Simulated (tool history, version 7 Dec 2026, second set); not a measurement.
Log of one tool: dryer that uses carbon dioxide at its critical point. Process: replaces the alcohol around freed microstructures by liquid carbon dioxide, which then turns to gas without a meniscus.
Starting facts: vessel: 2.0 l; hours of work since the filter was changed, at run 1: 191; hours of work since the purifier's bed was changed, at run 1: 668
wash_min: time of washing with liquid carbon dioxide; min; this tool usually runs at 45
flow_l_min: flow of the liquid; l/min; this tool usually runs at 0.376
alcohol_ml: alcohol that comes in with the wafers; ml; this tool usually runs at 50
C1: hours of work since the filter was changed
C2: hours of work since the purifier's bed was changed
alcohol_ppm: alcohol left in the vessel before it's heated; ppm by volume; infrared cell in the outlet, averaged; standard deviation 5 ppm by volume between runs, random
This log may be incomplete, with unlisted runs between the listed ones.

{"run": 1, "hour": 0.0, "wash_min": 45, "flow_l_min": 0.376, "alcohol_ml": 50, "C1": 191, "C2": 668, "alcohol_ppm": 131}
{"run": 2, "hour": 19.3, "wash_min": 52, "flow_l_min": 0.376, "alcohol_ml": 50, "C1": 206, "C2": 683, "alcohol_ppm": 127}
{"run": 3, "hour": 48.6, "wash_min": 52, "flow_l_min": 0.376, "alcohol_ml": 50, "C1": 228, "C2": 705, "alcohol_ppm": 138}
{"run": 4, "hour": 70.8, "wash_min": 52, "flow_l_min": 0.376, "alcohol_ml": 50, "C1": 246, "C2": 723, "alcohol_ppm": 139}
{"hour": 90.2, "done": "inlet filter changed"}
{"run": 5, "hour": 95.3, "wash_min": 45, "flow_l_min": 0.376, "alcohol_ml": 50, "C1": 4, "C2": 741, "alcohol_ppm": 140}
{"run": 6, "hour": 115.7, "wash_min": 45, "flow_l_min": 0.376, "alcohol_ml": 50, "C1": 20, "C2": 757, "alcohol_ppm": 152}
{"run": 7, "hour": 140.8, "wash_min": 45, "flow_l_min": 0.376, "alcohol_ml": 50, "C1": 39, "C2": 776, "alcohol_ppm": 147}
{"run": 8, "hour": 155.2, "wash_min": 45, "flow_l_min": 0.544, "alcohol_ml": 50, "C1": 50, "C2": 787, "alcohol_ppm": 146}
{"run": 9, "hour": 171.5, "wash_min": 45, "flow_l_min": 0.419, "alcohol_ml": 28, "C1": 63, "C2": 800, "alcohol_ppm": 145}
{"run": 10, "hour": 198.7, "wash_min": 45, "flow_l_min": 0.419, "alcohol_ml": 28, "C1": 84, "C2": 821, "alcohol_ppm": 153}
{"run": 11, "hour": 226.0, "wash_min": 59, "flow_l_min": 0.29, "alcohol_ml": 49, "C1": 105, "C2": 842, "alcohol_ppm": 161}
{"run": 12, "hour": 242.9, "wash_min": 45, "flow_l_min": 0.376, "alcohol_ml": 86, "C1": 118, "C2": 855, "alcohol_ppm": 189}

The next listed run, before its measurement:
{"run": 13, "hour": 261.4, "wash_min": 45, "flow_l_min": 0.259, "alcohol_ml": 50, "C1": 132, "C2": 869, "alcohol_ppm": "?"}

alcohol_ppm: 341 ppm by volume
With no hidden state in the tool, this same run would have given alcohol_ppm 159 ppm by volume.
